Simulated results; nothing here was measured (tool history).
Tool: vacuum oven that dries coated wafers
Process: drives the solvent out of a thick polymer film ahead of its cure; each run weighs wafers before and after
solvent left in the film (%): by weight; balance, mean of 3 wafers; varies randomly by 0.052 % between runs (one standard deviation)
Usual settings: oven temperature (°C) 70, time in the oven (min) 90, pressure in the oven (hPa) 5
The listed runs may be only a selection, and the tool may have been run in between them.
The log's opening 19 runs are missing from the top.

run	day	oven temperature (°C)	time in the oven (min)	pressure in the oven (hPa)	solvent left in the film (%)
20	26.929	70	90	5	3.27
21	27.925	70	106	5	2.69
22	28.842	70	106	5	2.7
23	29.867	70	54	5	5.85
24	30.888	70	90	5	3.33
25	32.596	82	75	5	1.44
26	33.625	82	75	5	1.53
27	34.996	82	75	5	1.43
28	35.967	74	75	2.76	2.87
29	37.817	83	133	5.77	0.62
30	39.825	76	147	3.66	0.81
31	41.55	76	147	3.66	0.83
32	43.562	76	147	3.66	0.81
33	44.85	70	76	3.01	3.96
34	46.562	70	118	16.11	3.24
35	48.338	70	118	16.11	3.27

The next listed run, before its measurement:
36	49.408	70	118	16.11	?

solvent left in the film (%): 3.24
Without the tool's hidden state the same run would have given solvent left in the film (%) 3.27.
